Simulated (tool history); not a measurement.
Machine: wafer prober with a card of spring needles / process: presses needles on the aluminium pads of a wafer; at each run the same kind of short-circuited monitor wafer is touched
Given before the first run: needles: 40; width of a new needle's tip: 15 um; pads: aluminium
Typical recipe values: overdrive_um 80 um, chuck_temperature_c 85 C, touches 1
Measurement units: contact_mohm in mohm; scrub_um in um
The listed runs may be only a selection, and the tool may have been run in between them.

| run | hour | overdrive_um | chuck_temperature_c | touches | contact_mohm | scrub_um |
|---|---|---|---|---|---|---|
| 1 | 0 | 80 | 85 | 1 | 209 | 12.07 |
| 2 | 13.3 | 80 | 85 | 1 | 218 | 12.05 |
|  | 18.7 | tips cleaned on abrasive film |
| 3 | 26.4 | 80 | 85 | 1 | 213 | 12.07 |
| 4 | 38.5 | 80 | 85 | 1 | 215 | 12.05 |
|  | 41.3 | tips cleaned on abrasive film |
| 5 | 50.4 | 80 | 85 | 1 | 211 | 12.02 |
|  | 54.3 | height of the first contact set anew |
| 6 | 57.7 | 80 | 115 | 1 | 222 | 12.29 |
|  | 64.2 | tips cleaned on abrasive film |
| 7 | 67.5 | 80 | 115 | 1 | 211 | 12.27 |
| 8 | 74.5 | 80 | 115 | 1 | 221 | 12.3 |
|  | 86.2 | tips cleaned on abrasive film |
| 9 | 87.3 | 71 | 50 | 1 | 197 | 10.89 |
| 10 | 101.4 | 76 | 27 | 2 | 198 | 11.67 |
|  | 108.3 | tips cleaned on abrasive film |
| 11 | 109 | 76 | 27 | 2 | 187 | 11.65 |
| 12 | 122.3 | 61 | 27 | 2 | 206 | 9.34 |

Run 13 has not been measured yet. What should we expect?
| 13 | 128.7 | 61 | 27 | 2 | ? | ? |

Run 13 came out at contact_mohm 209 mohm, scrub_um 9.33 um.
Without the tool's hidden state the same run would have given contact_mohm 190 mohm, scrub_um 9.36 um.
